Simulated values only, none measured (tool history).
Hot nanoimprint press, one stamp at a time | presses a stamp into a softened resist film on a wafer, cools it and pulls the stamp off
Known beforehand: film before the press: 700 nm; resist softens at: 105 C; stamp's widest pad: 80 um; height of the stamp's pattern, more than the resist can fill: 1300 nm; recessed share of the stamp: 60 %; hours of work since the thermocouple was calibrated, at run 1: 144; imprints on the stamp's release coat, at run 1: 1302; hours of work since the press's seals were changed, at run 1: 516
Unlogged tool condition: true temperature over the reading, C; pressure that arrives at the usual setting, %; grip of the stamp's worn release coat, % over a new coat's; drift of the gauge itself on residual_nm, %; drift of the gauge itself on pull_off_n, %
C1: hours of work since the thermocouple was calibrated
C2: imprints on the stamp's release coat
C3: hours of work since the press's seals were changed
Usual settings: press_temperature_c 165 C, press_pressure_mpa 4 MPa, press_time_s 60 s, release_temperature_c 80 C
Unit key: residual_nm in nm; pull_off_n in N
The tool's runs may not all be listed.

run 1 hour=0 | press_temperature_c=165 press_pressure_mpa=4 press_time_s=60 release_temperature_c=80 | C1=144 C2=1302 C3=516 | residual_nm=404 pull_off_n=284
run 2 hour=18.6 | press_temperature_c=165 press_pressure_mpa=4 press_time_s=34 release_temperature_c=80 | C1=156 C2=1358 C3=527 | residual_nm=477.8 pull_off_n=275
run 3 hour=38.2 | press_temperature_c=165 press_pressure_mpa=4 press_time_s=60 release_temperature_c=80 | C1=167 C2=1418 C3=539 | residual_nm=403.8 pull_off_n=294
-- hour=60.7 stamp cleaned and given a new release coat
run 4 hour=62.5 | press_temperature_c=165 press_pressure_mpa=4 press_time_s=65 release_temperature_c=80 | C1=178 C2=5 C3=550 | residual_nm=393.8 pull_off_n=207
run 5 hour=81.5 | press_temperature_c=165 press_pressure_mpa=4 press_time_s=65 release_temperature_c=80 | C1=190 C2=63 C3=561 | residual_nm=394.1 pull_off_n=213
run 6 hour=106.2 | press_temperature_c=165 press_pressure_mpa=4 press_time_s=65 release_temperature_c=80 | C1=205 C2=138 C3=576 | residual_nm=394.4 pull_off_n=213
run 7 hour=121.6 | press_temperature_c=165 press_pressure_mpa=4 press_time_s=65 release_temperature_c=80 | C1=214 C2=184 C3=585 | residual_nm=393 pull_off_n=217
run 8 hour=146.5 | press_temperature_c=165 press_pressure_mpa=4 press_time_s=65 release_temperature_c=80 | C1=229 C2=260 C3=600 | residual_nm=391.3 pull_off_n=222
run 9 hour=162.1 | press_temperature_c=165 press_pressure_mpa=4 press_time_s=75 release_temperature_c=80 | C1=238 C2=307 C3=610 | residual_nm=374 pull_off_n=217
run 10 hour=183.8 | press_temperature_c=165 press_pressure_mpa=4 press_time_s=50 release_temperature_c=80 | C1=252 C2=373 C3=623 | residual_nm=429 pull_off_n=218
run 11 hour=207.6 | press_temperature_c=165 press_pressure_mpa=5.39 press_time_s=60 release_temperature_c=80 | C1=266 C2=446 C3=637 | residual_nm=362.4 pull_off_n=223
run 12 hour=222.4 | press_temperature_c=165 press_pressure_mpa=5.39 press_time_s=60 release_temperature_c=80 | C1=275 C2=490 C3=646 | residual_nm=360.7 pull_off_n=229
run 13 hour=243.7 | press_temperature_c=165 press_pressure_mpa=5.39 press_time_s=60 release_temperature_c=80 | C1=288 C2=555 C3=659 | residual_nm=361.7 pull_off_n=239
run 14 hour=261.4 | press_temperature_c=165 press_pressure_mpa=3.33 press_time_s=94 release_temperature_c=84 | C1=298 C2=609 C3=670 | residual_nm=368.5 pull_off_n=223
run 15 hour=280.6 | press_temperature_c=165 press_pressure_mpa=3.33 press_time_s=94 release_temperature_c=84 | C1=310 C2=667 C3=681 | residual_nm=367 pull_off_n=242
run 16 hour=290.7 | press_temperature_c=165 press_pressure_mpa=4 press_time_s=108 release_temperature_c=80 | C1=316 C2=698 C3=687 | residual_nm=325.9 pull_off_n=248
-- hour=299.8 plate thermocouple calibrated
run 17 hour=309.4 | press_temperature_c=167 press_pressure_mpa=5.07 press_time_s=37 release_temperature_c=86 | C1=6 C2=745 C3=697 | residual_nm=398 pull_off_n=245
run 18 hour=320.5 | press_temperature_c=167 press_pressure_mpa=3.48 press_time_s=37 release_temperature_c=86 | C1=12 C2=779 C3=703 | residual_nm=448.9 pull_off_n=244
run 19 hour=331.4 | press_temperature_c=173 press_pressure_mpa=3.48 press_time_s=120 release_temperature_c=81 | C1=19 C2=812 C3=710 | residual_nm=201.7 pull_off_n=238
run 20 hour=351.4 | press_temperature_c=165 press_pressure_mpa=3.1 press_time_s=113 release_temperature_c=80 | C1=31 C2=873 C3=722 | residual_nm=356.8 pull_off_n=251
run 21 hour=376.4 | press_temperature_c=165 press_pressure_mpa=5.44 press_time_s=65 release_temperature_c=80 | C1=46 C2=948 C3=737 | residual_nm=354.8 pull_off_n=267
run 22 hour=399.1 | press_temperature_c=165 press_pressure_mpa=3.14 press_time_s=51 release_temperature_c=80 | C1=60 C2=1017 C3=751 | residual_nm=459.1 pull_off_n=267
run 23 hour=420.5 | press_temperature_c=165 press_pressure_mpa=4.02 press_time_s=60 release_temperature_c=80 | C1=73 C2=1082 C3=764 | residual_nm=404.7 pull_off_n=261
run 24 hour=440 | press_temperature_c=165 press_pressure_mpa=6.35 press_time_s=32 release_temperature_c=84 | C1=85 C2=1141 C3=775 | residual_nm=426.7 pull_off_n=260
run 25 hour=453.9 | press_temperature_c=165 press_pressure_mpa=6.35 press_time_s=32 release_temperature_c=84 | C1=93 C2=1184 C3=784 | residual_nm=426.4 pull_off_n=268

Here are 5 independent what-if runs from the current tool condition. What would each one return?
run A hour=478.9 | press_temperature_c=164 press_pressure_mpa=6.35 press_time_s=104 release_temperature_c=84 | C1=108 C2=1259 C3=799 | residual_nm=? pull_off_n=?
run B hour=478.9 | press_temperature_c=165 press_pressure_mpa=4.24 press_time_s=62 release_temperature_c=71 | C1=108 C2=1259 C3=799 | residual_nm=? pull_off_n=?
run C hour=478.9 | press_temperature_c=154 press_pressure_mpa=4.49 press_time_s=107 release_temperature_c=80 | C1=108 C2=1259 C3=799 | residual_nm=? pull_off_n=?
run D hour=478.9 | press_temperature_c=165 press_pressure_mpa=4.92 press_time_s=60 release_temperature_c=80 | C1=108 C2=1259 C3=799 | residual_nm=? pull_off_n=?
run E hour=478.9 | press_temperature_c=165 press_pressure_mpa=4 press_time_s=100 release_temperature_c=67 | C1=108 C2=1259 C3=799 | residual_nm=? pull_off_n=?

run=A residual_nm=296.5 pull_off_n=270
run=B residual_nm=392.4 pull_off_n=307
run=C residual_nm=550.4 pull_off_n=279
run=D residual_nm=374.7 pull_off_n=270
run=E residual_nm=338.3 pull_off_n=307
Without the tool's unlogged condition, the same runs would have read:
run=A residual_nm=286.1 pull_off_n=195
run=B residual_nm=385.7 pull_off_n=222
run=C residual_nm=545 pull_off_n=201
run=D residual_nm=366.6 pull_off_n=194
run=E residual_nm=332.4 pull_off_n=221
